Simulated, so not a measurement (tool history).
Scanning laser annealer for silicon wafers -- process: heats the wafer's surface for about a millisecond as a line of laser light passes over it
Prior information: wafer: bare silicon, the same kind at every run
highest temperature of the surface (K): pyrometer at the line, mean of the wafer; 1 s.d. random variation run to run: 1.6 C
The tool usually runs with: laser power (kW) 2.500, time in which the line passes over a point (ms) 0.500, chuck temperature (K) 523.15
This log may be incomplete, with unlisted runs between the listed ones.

run	hour	laser power (kW)	time in which the line passes over a point (ms)	chuck temperature (K)	highest temperature of the surface (K)
1	0.0	2.500	0.500	523.15	1297.15
2	13.4	2.143	0.500	523.15	1179.15
3	26.0	2.143	0.500	523.15	1179.15
4	36.8	2.143	0.500	523.15	1175.15
5	43.7	2.500	0.378	523.15	1180.15
6	53.3	2.500	0.378	523.15	1176.15
7	62.7	2.500	0.378	523.15	1178.15
8	71.6	2.500	0.378	523.15	1177.15
9	85.0	2.500	0.378	523.15	1177.15
10	94.1	2.500	0.378	523.15	1177.15
11	100.1	2.500	0.378	523.15	1176.15
12	112.6	2.500	0.378	523.15	1176.15
# hour 115.6: window over the wafer cleaned
13	127.0	2.500	0.378	523.15	1170.15
14	138.1	2.500	0.521	523.15	1309.15
15	147.9	2.500	0.500	558.15	1326.15
16	156.4	2.500	0.500	558.15	1322.15
17	166.7	2.500	0.372	523.15	1167.15
18	172.8	2.500	0.372	523.15	1168.15
19	184.1	2.423	0.532	531.15	1300.15
20	193.5	2.613	0.616	531.15	1440.15
# hour 203.9: window over the wafer cleaned, once more
21	209.3	2.613	0.616	531.15	1452.15
22	223.3	2.613	0.616	531.15	1455.15

Estimate the outcome of run 23 from the log above:
23	229.6	2.320	0.368	527.15	?

Run 23 gave highest temperature of the surface (K) 1123.15.
With no hidden state in the tool, this same run would have given highest temperature of the surface (K) 1126.15.
